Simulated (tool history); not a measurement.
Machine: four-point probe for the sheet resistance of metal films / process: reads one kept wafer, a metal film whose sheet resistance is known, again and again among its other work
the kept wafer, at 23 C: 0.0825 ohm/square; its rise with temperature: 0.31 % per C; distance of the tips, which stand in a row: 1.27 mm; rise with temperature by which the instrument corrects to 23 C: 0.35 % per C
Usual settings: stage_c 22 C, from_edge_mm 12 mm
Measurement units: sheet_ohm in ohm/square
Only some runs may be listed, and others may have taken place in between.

{"run": 1, "hour": 0.0, "stage_c": 22, "from_edge_mm": 12, "sheet_ohm": 0.083563}
{"run": 2, "hour": 23.2, "stage_c": 22, "from_edge_mm": 12, "sheet_ohm": 0.08357}
{"run": 3, "hour": 54.1, "stage_c": 22, "from_edge_mm": 12, "sheet_ohm": 0.083568}
{"run": 4, "hour": 79.6, "stage_c": 31, "from_edge_mm": 12, "sheet_ohm": 0.083326}
{"run": 5, "hour": 109.9, "stage_c": 31, "from_edge_mm": 12, "sheet_ohm": 0.083312}
{"run": 6, "hour": 139.1, "stage_c": 22, "from_edge_mm": 3, "sheet_ohm": 0.090344}
{"run": 7, "hour": 188.8, "stage_c": 22, "from_edge_mm": 52, "sheet_ohm": 0.083174}
{"run": 8, "hour": 222.9, "stage_c": 22, "from_edge_mm": 52, "sheet_ohm": 0.083183}
{"run": 9, "hour": 249.3, "stage_c": 22, "from_edge_mm": 52, "sheet_ohm": 0.083179}
{"run": 10, "hour": 287.8, "stage_c": 22, "from_edge_mm": 52, "sheet_ohm": 0.08316}
{"run": 11, "hour": 331.8, "stage_c": 22, "from_edge_mm": 12, "sheet_ohm": 0.083661}
{"run": 12, "hour": 369.4, "stage_c": 22, "from_edge_mm": 12, "sheet_ohm": 0.083688}
{"run": 13, "hour": 391.4, "stage_c": 22, "from_edge_mm": 12, "sheet_ohm": 0.083694}
{"run": 14, "hour": 420.2, "stage_c": 22, "from_edge_mm": 12, "sheet_ohm": 0.083726}
{"run": 15, "hour": 455.1, "stage_c": 22, "from_edge_mm": 12, "sheet_ohm": 0.083728}
{"run": 16, "hour": 504.6, "stage_c": 22, "from_edge_mm": 12, "sheet_ohm": 0.083747}
{"hour": 509.1, "done": "stage's thermometer calibrated"}
{"run": 17, "hour": 537.3, "stage_c": 26, "from_edge_mm": 20, "sheet_ohm": 0.083288}
{"run": 18, "hour": 564.6, "stage_c": 22, "from_edge_mm": 42, "sheet_ohm": 0.083305}
{"run": 19, "hour": 598.3, "stage_c": 22, "from_edge_mm": 42, "sheet_ohm": 0.083307}
{"run": 20, "hour": 621.9, "stage_c": 27, "from_edge_mm": 15, "sheet_ohm": 0.083422}
{"run": 21, "hour": 646.6, "stage_c": 25, "from_edge_mm": 4, "sheet_ohm": 0.087439}
{"run": 22, "hour": 667.4, "stage_c": 23, "from_edge_mm": 23, "sheet_ohm": 0.083369}
{"run": 23, "hour": 690.7, "stage_c": 23, "from_edge_mm": 20, "sheet_ohm": 0.083468}
{"run": 24, "hour": 717.3, "stage_c": 24, "from_edge_mm": 16, "sheet_ohm": 0.08349}
{"run": 25, "hour": 741.7, "stage_c": 28, "from_edge_mm": 9, "sheet_ohm": 0.084026}
{"hour": 749.9, "done": "stage's thermometer calibrated, once more"}
{"run": 26, "hour": 766.5, "stage_c": 34, "from_edge_mm": 8, "sheet_ohm": 0.084084}
{"run": 27, "hour": 802.1, "stage_c": 34, "from_edge_mm": 8, "sheet_ohm": 0.084083}
{"run": 28, "hour": 840.5, "stage_c": 30, "from_edge_mm": 28, "sheet_ohm": 0.083224}
{"run": 29, "hour": 883.1, "stage_c": 26, "from_edge_mm": 28, "sheet_ohm": 0.083345}
{"run": 30, "hour": 931.7, "stage_c": 30, "from_edge_mm": 5, "sheet_ohm": 0.085945}
{"run": 31, "hour": 968.6, "stage_c": 20, "from_edge_mm": 6, "sheet_ohm": 0.085457}

Pick out some run-to-run changes in sheet_ohm. Of each, how much would a tool without hidden state show as well, from the settings, what came in and chance, and how much is left for the hidden state and any gauge scatter not in both results compared?
Hidden state at play: inner tips' distance over the nominal, %; tips' flats over new ones', %; wafer's true temperature over the reading, C; drift of the gauge itself on sheet_ohm, %.
Run 5 -> 6: stage_c 31 -> 22, from_edge_mm 12 -> 3. sheet_ohm +0.007032 ohm/square: hidden state +0.000056, all else +0.006976.
Run 6 -> 7: from_edge_mm 3 -> 52. sheet_ohm -0.00717 ohm/square: hidden state -0.000028, all else -0.007142.
Run 21 -> 22: stage_c 25 -> 23, from_edge_mm 4 -> 23. sheet_ohm -0.00407 ohm/square: hidden state -0.000024, all else -0.004046.
Run 25 -> 26: stage_c 28 -> 34, from_edge_mm 9 -> 8, stage's thermometer calibrated, once more. sheet_ohm +0.000058 ohm/square: hidden state +0.000051, all else +0.000007.
Run 29 -> 30: stage_c 26 -> 30, from_edge_mm 28 -> 5. sheet_ohm +0.0026 ohm/square: hidden state +0.000042, all else +0.002558.

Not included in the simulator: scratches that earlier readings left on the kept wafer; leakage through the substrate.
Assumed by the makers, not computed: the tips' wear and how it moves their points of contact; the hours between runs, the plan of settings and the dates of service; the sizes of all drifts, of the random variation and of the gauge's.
